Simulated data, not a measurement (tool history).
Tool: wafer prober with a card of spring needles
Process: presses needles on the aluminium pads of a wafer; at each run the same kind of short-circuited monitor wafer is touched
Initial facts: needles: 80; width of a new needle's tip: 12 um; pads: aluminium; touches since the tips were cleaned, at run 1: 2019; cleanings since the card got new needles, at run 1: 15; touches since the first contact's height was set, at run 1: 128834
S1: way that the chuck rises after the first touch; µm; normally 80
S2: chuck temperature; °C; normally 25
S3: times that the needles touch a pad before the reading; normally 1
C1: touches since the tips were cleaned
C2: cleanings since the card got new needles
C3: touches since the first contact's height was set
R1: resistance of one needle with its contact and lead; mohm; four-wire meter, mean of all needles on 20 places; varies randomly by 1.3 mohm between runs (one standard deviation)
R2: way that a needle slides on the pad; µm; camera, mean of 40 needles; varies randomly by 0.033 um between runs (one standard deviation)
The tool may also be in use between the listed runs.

run,hour,S1,S2,S3,C1,C2,C3,R1,R2
1,0,80,25,1,2019,15,128834,118,18.6
# hour 11.8: tips cleaned on abrasive film
2,25.6,80,25,1,6315,16,140512,126,18.56
# hour 28.8: tips cleaned on abrasive film
3,37.5,80,25,2,4002,17,145940,116,18.46
# hour 46.1: tips cleaned on abrasive film
# hour 63.3: tips cleaned on abrasive film
4,64,80,25,2,308,19,157989,109,18.47
# hour 79.7: tips cleaned on abrasive film
5,79.7,80,25,2,0,20,165167,111,18.45
# hour 85.5: height of the first contact set anew
# hour 96.2: tips cleaned on abrasive film
6,98.4,80,95,1,1010,21,5889,124,18.8
# hour 114.1: tips cleaned on abrasive film
7,121.4,80,25,2,3355,22,16398,116,18.79
# hour 131.2: tips cleaned on abrasive film
8,145.7,80,102,2,6663,23,27496,126,18.81
# hour 148: tips cleaned on abrasive film
# hour 165.2: tips cleaned on abrasive film
9,170.4,80,102,2,2402,25,38744,125,18.75
# hour 181.5: tips cleaned on abrasive film
10,181.5,80,102,2,0,26,43799,119,18.69
11,192.6,80,25,1,5082,26,48881,123,18.71
# hour 199.4: tips cleaned on abrasive film
12,214.2,75,25,1,6786,27,58750,126,17.54
# hour 215.8: tips cleaned on abrasive film
13,229.3,75,25,1,6227,28,65629,127,17.5
# hour 232.8: tips cleaned on abrasive film
14,240.8,75,25,1,3698,29,70862,124,17.51
# hour 249.9: tips cleaned on abrasive film
15,260.3,75,25,3,4761,30,79721,114,17.41
# hour 266.6: tips cleaned on abrasive film
16,280.8,80,99,1,6516,31,89108,132,18.65
# hour 283.1: tips cleaned on abrasive film
# hour 300.3: tips cleaned on abrasive film
17,306.6,80,99,1,2896,33,100830,128,18.54
# hour 316.9: tips cleaned on abrasive film
18,332.1,80,99,1,6974,34,112511,135,18.58
# hour 333.5: tips cleaned on abrasive film
# hour 350: tips cleaned on abrasive film
19,356,80,42,2,2759,36,123383,116,18.5
# hour 366.5: tips cleaned on abrasive film
20,375.3,82,42,3,4052,37,132192,115,18.96
# hour 383: tips cleaned on abrasive film
21,390,82,42,3,3174,38,138852,115,18.97
# hour 399.5: tips cleaned on abrasive film
22,412.9,89,30,1,6152,39,149351,123,20.64
# hour 416.1: tips cleaned on abrasive film
23,426.4,80,33,1,4735,40,155498,126,18.46
# hour 432.9: tips cleaned on abrasive film
24,441.5,80,33,1,3959,41,162364,121,18.39
# hour 449.8: tips cleaned on abrasive film
# hour 453.6: height of the first contact set anew
25,465.7,73,106,2,7171,42,5558,129,17.18
# hour 467: tips cleaned on abrasive film
# hour 484.7: tips cleaned on abrasive film
26,485.9,73,106,2,552,44,14727,121,17.17
27,498,65,106,2,6134,44,20309,133,15.25
# hour 502.6: tips cleaned on abrasive film
28,515.6,65,106,2,5947,45,28318,134,15.24
# hour 519.8: tips cleaned on abrasive film
# hour 536.4: tips cleaned on abrasive film
29,536.4,65,106,1,0,47,37769,123,15.25
30,549.8,65,31,2,6133,47,43902,121,15.22
# hour 552.9: tips cleaned on abrasive film
# hour 569.3: tips cleaned on abrasive film
31,569.9,65,31,2,300,49,53051,113,15.15

Had the tool no unlogged condition, and each run kept its random variation, what would the results have been?
What the log doesn't record here: debris on the tips, nm; way that the needles fall short of the set height, um; tips' diameter, um; drift of the gauge itself on contact_mohm, %; drift of the gauge itself on scrub_um, %.
run,R1,R2
1,110,18.9
2,109,18.88
3,109,18.81
4,108,18.86
5,111,18.85
6,119,18.82
7,109,18.82
8,118,18.87
9,120,18.85
10,119,18.82
11,109,18.83
12,107,17.69
13,109,17.67
14,110,17.7
15,108,17.62
16,118,18.87
17,120,18.82
18,121,18.87
19,110,18.82
20,111,19.31
21,112,19.33
22,109,21.02
23,111,18.86
24,109,18.81
25,120,17.18
26,120,17.22
27,121,15.3
28,122,15.3
29,121,15.35
30,108,15.32
31,111,15.3
